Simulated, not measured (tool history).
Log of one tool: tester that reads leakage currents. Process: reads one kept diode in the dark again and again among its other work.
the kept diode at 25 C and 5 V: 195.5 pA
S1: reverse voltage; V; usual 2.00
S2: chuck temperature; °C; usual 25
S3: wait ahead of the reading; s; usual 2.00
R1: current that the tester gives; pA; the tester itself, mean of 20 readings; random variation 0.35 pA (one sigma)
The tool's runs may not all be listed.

{"run": 1, "day": 0.0, "S1": 2.0, "S2": 25, "S3": 2.0, "R1": 114.33}
{"run": 2, "day": 2.625, "S1": 2.0, "S2": 25, "S3": 2.0, "R1": 114.25}
{"run": 3, "day": 5.575, "S1": 4.03, "S2": 25, "S3": 2.0, "R1": 173.01}
{"run": 4, "day": 7.183, "S1": 2.0, "S2": 25, "S3": 6.95, "R1": 115.1}
{"run": 5, "day": 9.3, "S1": 2.0, "S2": 25, "S3": 6.95, "R1": 115.27}
{"day": 11.938, "done": "probe card cleaned and baked"}
{"run": 6, "day": 12.483, "S1": 1.09, "S2": 25, "S3": 2.0, "R1": 80.28}
{"run": 7, "day": 14.421, "S1": 1.09, "S2": 25, "S3": 2.0, "R1": 80.46}
{"run": 8, "day": 16.962, "S1": 1.09, "S2": 25, "S3": 2.0, "R1": 80.69}
{"run": 9, "day": 19.371, "S1": 1.09, "S2": 25, "S3": 7.17, "R1": 80.11}
{"run": 10, "day": 20.688, "S1": 3.87, "S2": 20, "S3": 4.1, "R1": 103.9}
{"run": 11, "day": 23.3, "S1": 5.51, "S2": 59, "S3": 1.59, "R1": 3764.61}

Forecast run 12:
{"run": 12, "day": 25.704, "S1": 5.51, "S2": 59, "S3": 1.59, "R1": "?"}

Run 12 gave R1 3760.16 pA.
Without the tool's hidden state the same run would have given R1 3758.84 pA.
